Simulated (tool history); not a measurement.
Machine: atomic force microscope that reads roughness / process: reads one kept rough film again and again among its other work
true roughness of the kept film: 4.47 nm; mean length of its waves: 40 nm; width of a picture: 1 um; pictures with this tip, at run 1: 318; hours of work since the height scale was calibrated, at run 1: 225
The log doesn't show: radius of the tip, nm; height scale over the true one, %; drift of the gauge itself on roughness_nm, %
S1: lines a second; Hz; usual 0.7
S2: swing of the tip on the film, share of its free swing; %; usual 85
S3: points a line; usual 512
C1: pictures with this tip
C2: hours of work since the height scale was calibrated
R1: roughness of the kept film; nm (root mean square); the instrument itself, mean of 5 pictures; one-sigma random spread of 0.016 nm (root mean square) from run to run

run 1 hour=0 | S1=0.7 S2=85 S3=512 | C1=318 C2=225 | R1=3.5
run 2 hour=5.5 | S1=0.7 S2=58 S3=512 | C1=325 C2=229 | R1=3.699
run 3 hour=11 | S1=0.7 S2=85 S3=580 | C1=332 C2=233 | R1=3.528
run 4 hour=16.9 | S1=0.7 S2=85 S3=741 | C1=340 C2=237 | R1=3.499
run 5 hour=26.4 | S1=0.7 S2=85 S3=741 | C1=352 C2=243 | R1=3.495
run 6 hour=34.4 | S1=0.7 S2=56 S3=512 | C1=362 C2=249 | R1=3.675
-- hour=42.9 new tip fitted
run 7 hour=46 | S1=0.7 S2=58 S3=512 | C1=4 C2=256 | R1=4.168
run 8 hour=51.1 | S1=0.7 S2=58 S3=512 | C1=11 C2=259 | R1=4.171
run 9 hour=56.4 | S1=0.7 S2=58 S3=699 | C1=17 C2=263 | R1=4.186
run 10 hour=63.2 | S1=0.7 S2=68 S3=512 | C1=26 C2=268 | R1=4.073
run 11 hour=74.1 | S1=0.7 S2=68 S3=512 | C1=40 C2=275 | R1=4.094
run 12 hour=81.9 | S1=0.7 S2=68 S3=512 | C1=50 C2=280 | R1=4.046
run 13 hour=90.9 | S1=0.7 S2=85 S3=674 | C1=62 C2=286 | R1=3.859
run 14 hour=96.7 | S1=0.7 S2=85 S3=584 | C1=69 C2=290 | R1=3.89
run 15 hour=102.3 | S1=0.7 S2=85 S3=584 | C1=76 C2=294 | R1=3.879
run 16 hour=112.5 | S1=0.7 S2=85 S3=584 | C1=89 C2=301 | R1=3.827
-- hour=114.5 height scale calibrated on a step standard
run 17 hour=124.3 | S1=3.159 S2=85 S3=512 | C1=103 C2=7 | R1=3.106
run 18 hour=133.8 | S1=3.159 S2=85 S3=512 | C1=115 C2=13 | R1=3.109
run 19 hour=142.3 | S1=3.159 S2=85 S3=512 | C1=126 C2=19 | R1=3.098
run 20 hour=149.1 | S1=3.159 S2=85 S3=512 | C1=135 C2=23 | R1=3.08
run 21 hour=160.5 | S1=3.159 S2=85 S3=512 | C1=149 C2=31 | R1=3.042
-- hour=164.2 height scale calibrated on a step standard, once more
run 22 hour=172.5 | S1=3.234 S2=85 S3=512 | C1=163 C2=6 | R1=3.02
run 23 hour=178.1 | S1=3.234 S2=85 S3=512 | C1=171 C2=9 | R1=3.008
run 24 hour=184.1 | S1=0.7 S2=62 S3=512 | C1=178 C2=13 | R1=3.929
run 25 hour=191.6 | S1=0.7 S2=75 S3=812 | C1=188 C2=18 | R1=3.823
run 26 hour=202.6 | S1=1.395 S2=85 S3=739 | C1=202 C2=26 | R1=3.485
run 27 hour=208.9 | S1=0.557 S2=63 S3=395 | C1=210 C2=30 | R1=3.851
run 28 hour=215 | S1=0.794 S2=84 S3=395 | C1=218 C2=34 | R1=3.624
run 29 hour=223 | S1=0.794 S2=84 S3=395 | C1=228 C2=40 | R1=3.637
run 30 hour=233.1 | S1=0.7 S2=85 S3=482 | C1=241 C2=46 | R1=3.644
run 31 hour=239.5 | S1=0.7 S2=82 S3=638 | C1=249 C2=51 | R1=3.661
run 32 hour=249.2 | S1=0.7 S2=82 S3=638 | C1=261 C2=57 | R1=3.673
run 33 hour=258.7 | S1=1.259 S2=85 S3=307 | C1=274 C2=64 | R1=3.408
run 34 hour=267.4 | S1=1.259 S2=85 S3=307 | C1=285 C2=70 | R1=3.422
run 35 hour=274.7 | S1=1.259 S2=85 S3=307 | C1=294 C2=74 | R1=3.393
run 36 hour=281.9 | S1=1.259 S2=85 S3=307 | C1=303 C2=79 | R1=3.415
run 37 hour=289.2 | S1=1.82 S2=78 S3=608 | C1=313 C2=84 | R1=3.405
run 38 hour=300.2 | S1=0.7 S2=65 S3=257 | C1=327 C2=92 | R1=3.689
run 39 hour=306.9 | S1=0.7 S2=65 S3=257 | C1=335 C2=96 | R1=3.701
run 40 hour=315.3 | S1=0.7 S2=85 S3=319 | C1=346 C2=102 | R1=3.508
run 41 hour=322.8 | S1=0.678 S2=85 S3=512 | C1=356 C2=107 | R1=3.541
run 42 hour=329.5 | S1=2.139 S2=85 S3=390 | C1=364 C2=111 | R1=3.057
-- hour=336.2 new tip fitted
run 43 hour=339.4 | S1=0.501 S2=71 S3=512 | C1=4 C2=118 | R1=4.148
run 44 hour=348.1 | S1=0.7 S2=85 S3=512 | C1=15 C2=124 | R1=3.929
run 45 hour=353.3 | S1=1.811 S2=85 S3=512 | C1=22 C2=127 | R1=3.566

Measured less the same run without the tool's hidden state. The same run-to-run variation is in both; the gauge's scatter may not be:
run=1 R1=-0.406
run=2 R1=-0.435
run=3 R1=-0.425
run=4 R1=-0.429
run=5 R1=-0.443
run=6 R1=-0.478
run=7 R1=+0.002
run=8 R1=-0.008
run=9 R1=-0.015
run=10 R1=-0.028
run=11 R1=-0.05
run=12 R1=-0.063
run=13 R1=-0.074
run=14 R1=-0.084
run=15 R1=-0.093
run=16 R1=-0.11
run=17 R1=-0.098
run=18 R1=-0.11
run=19 R1=-0.121
run=20 R1=-0.129
run=21 R1=-0.141
run=22 R1=-0.163
run=23 R1=-0.172
run=24 R1=-0.233
run=25 R1=-0.239
run=26 R1=-0.235
run=27 R1=-0.271
run=28 R1=-0.263
run=29 R1=-0.278
run=30 R1=-0.297
run=31 R1=-0.308
run=32 R1=-0.326
run=33 R1=-0.316
run=34 R1=-0.332
run=35 R1=-0.339
run=36 R1=-0.351
run=37 R1=-0.361
run=38 R1=-0.41
run=39 R1=-0.421
run=40 R1=-0.414
run=41 R1=-0.43
run=42 R1=-0.381
run=43 R1=+0.006
run=44 R1=-0.008
run=45 R1=-0.015
